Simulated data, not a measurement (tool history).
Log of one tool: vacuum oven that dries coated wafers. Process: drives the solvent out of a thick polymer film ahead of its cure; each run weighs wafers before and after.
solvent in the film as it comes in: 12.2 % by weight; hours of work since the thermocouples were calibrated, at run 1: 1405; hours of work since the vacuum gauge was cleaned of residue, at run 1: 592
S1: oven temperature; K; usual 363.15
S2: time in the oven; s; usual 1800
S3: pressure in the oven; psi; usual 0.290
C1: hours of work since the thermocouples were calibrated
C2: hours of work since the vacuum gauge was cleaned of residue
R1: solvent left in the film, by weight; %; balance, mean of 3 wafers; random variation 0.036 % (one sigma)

{"run": 1, "hour": 0.0, "S1": 363.15, "S2": 1800, "S3": 0.29, "C1": 1405, "C2": 592, "R1": 2.89}
{"hour": 36.6, "done": "oven's thermocouples calibrated"}
{"run": 2, "hour": 49.0, "S1": 363.15, "S2": 1800, "S3": 0.29, "C1": 7, "C2": 617, "R1": 2.62}
{"run": 3, "hour": 145.2, "S1": 363.15, "S2": 1800, "S3": 0.29, "C1": 58, "C2": 668, "R1": 2.6}
{"run": 4, "hour": 236.7, "S1": 363.15, "S2": 1800, "S3": 0.29, "C1": 107, "C2": 717, "R1": 2.61}
{"run": 5, "hour": 314.3, "S1": 363.15, "S2": 1980, "S3": 0.29, "C1": 149, "C2": 759, "R1": 2.49}
{"run": 6, "hour": 414.5, "S1": 349.15, "S2": 1500, "S3": 0.157, "C1": 203, "C2": 813, "R1": 4.67}
{"run": 7, "hour": 507.2, "S1": 358.15, "S2": 1140, "S3": 1.14, "C1": 252, "C2": 862, "R1": 10.19}
{"run": 8, "hour": 571.9, "S1": 376.15, "S2": 1140, "S3": 0.416, "C1": 287, "C2": 897, "R1": 2.19}
{"run": 9, "hour": 684.3, "S1": 366.15, "S2": 1800, "S3": 0.686, "C1": 347, "C2": 957, "R1": 4.64}
{"run": 10, "hour": 748.0, "S1": 366.15, "S2": 1800, "S3": 0.686, "C1": 381, "C2": 991, "R1": 4.7}

4 ways to go on from here, each from the tool as it stands after run 10. What would each give?
{"run": "A", "hour": 803.5, "S1": 368.15, "S2": 1440, "S3": 0.686, "C1": 411, "C2": 1021, "R1": "?"}
{"run": "B", "hour": 803.5, "S1": 376.15, "S2": 2820, "S3": 0.347, "C1": 411, "C2": 1021, "R1": "?"}
{"run": "C", "hour": 803.5, "S1": 367.15, "S2": 1380, "S3": 0.679, "C1": 411, "C2": 1021, "R1": "?"}
{"run": "D", "hour": 803.5, "S1": 363.15, "S2": 1920, "S3": 0.29, "C1": 411, "C2": 1021, "R1": "?"}

run=A R1=4.45
run=B R1=1.64
run=C R1=4.76
run=D R1=2.64
Without the tool's hidden state the same runs would have given:
run=A R1=4.13
run=B R1=1.43
run=C R1=4.43
run=D R1=2.31
